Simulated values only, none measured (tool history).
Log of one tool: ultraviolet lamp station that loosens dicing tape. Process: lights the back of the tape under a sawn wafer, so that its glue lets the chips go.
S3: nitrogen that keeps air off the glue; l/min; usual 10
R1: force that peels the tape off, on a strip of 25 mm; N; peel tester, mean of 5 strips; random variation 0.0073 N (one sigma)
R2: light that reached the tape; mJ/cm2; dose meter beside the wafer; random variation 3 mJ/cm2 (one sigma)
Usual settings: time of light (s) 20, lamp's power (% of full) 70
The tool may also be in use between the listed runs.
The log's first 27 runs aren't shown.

Run 28, day 32.179: usual settings but time of light (s) 36, lamp's power (% of full) 82, S3 7 l/min. Result: R1 0.173 N, R2 853 mJ/cm2.
Run 29, day 33.229: usual settings but time of light (s) 32. Result: R1 0.209 N, R2 629 mJ/cm2.
Run 30, day 33.946: usual settings but time of light (s) 24, lamp's power (% of full) 92, S3 14 l/min. Result: R1 0.194 N, R2 617 mJ/cm2.
Run 31, day 34.888: usual settings but time of light (s) 27, lamp's power (% of full) 92, S3 8 l/min. Result: R1 0.196 N, R2 680 mJ/cm2.
Run 32, day 35.754: usual settings but lamp's power (% of full) 80, S3 5 l/min. Result: R1 0.368 N, R2 430 mJ/cm2.
Run 33, day 36.942: usual settings but time of light (s) 23, lamp's power (% of full) 100. Result: R1 0.196 N, R2 612 mJ/cm2.
Run 34, day 38.242: usual settings but time of light (s) 15, lamp's power (% of full) 75, S3 3 l/min. Result: R1 0.799 N, R2 291 mJ/cm2.
Run 35, day 39.392: usual settings but time of light (s) 33, lamp's power (% of full) 62, S3 13 l/min. Result: R1 0.221 N, R2 524 mJ/cm2.
Run 36, day 40.45: usual settings but lamp's power (% of full) 98, S3 7 l/min. Result: R1 0.272 N, R2 495 mJ/cm2.
Run 37, day 41.571: usual settings but time of light (s) 22, lamp's power (% of full) 73. Result: R1 0.316 N, R2 396 mJ/cm2.
Run 38, day 42.342: usual settings but lamp's power (% of full) 84, S3 9 l/min. Result: R1 0.322 N, R2 407 mJ/cm2.
Run 39, day 43.725: usual settings but lamp's power (% of full) 84, S3 9 l/min. Result: R1 0.339 N, R2 400 mJ/cm2.
Run 40, day 44.562: usual settings but time of light (s) 28, lamp's power (% of full) 95, S3 9 l/min. Result: R1 0.204 N, R2 630 mJ/cm2.
Run 41, day 46.133: usual settings but time of light (s) 28, lamp's power (% of full) 95, S3 9 l/min. Result: R1 0.201 N, R2 613 mJ/cm2.
Run 42, day 46.925: usual settings but time of light (s) 33, lamp's power (% of full) 80. Result: R1 0.188 N, R2 593 mJ/cm2.
Run 43, day 48.038: usual settings but S3 4 l/min. Result: R1 0.655 N, R2 315 mJ/cm2.

Forecast each of these 4 alternatives for the next run:
Run A, day 49.025: usual settings but time of light (s) 18, lamp's power (% of full) 64, S3 7 l/min. Result: R1 ?, R2 ?.
Run B, day 49.025: usual settings but lamp's power (% of full) 99, S3 19 l/min. Result: R1 ?, R2 ?.
Run C, day 49.025: usual settings but S3 15 l/min. Result: R1 ?, R2 ?.
Run D, day 49.025: usual settings but time of light (s) 35. Result: R1 ?, R2 ?.

run     R1   R2
  A  0.708  252
  B  0.264  432
  C  0.426  304
  D  0.214  539
Without the tool's hidden state the same runs would have given:
run     R1   R2
  A  0.404  373
  B  0.197  642
  C  0.248  451
  D  0.168  799

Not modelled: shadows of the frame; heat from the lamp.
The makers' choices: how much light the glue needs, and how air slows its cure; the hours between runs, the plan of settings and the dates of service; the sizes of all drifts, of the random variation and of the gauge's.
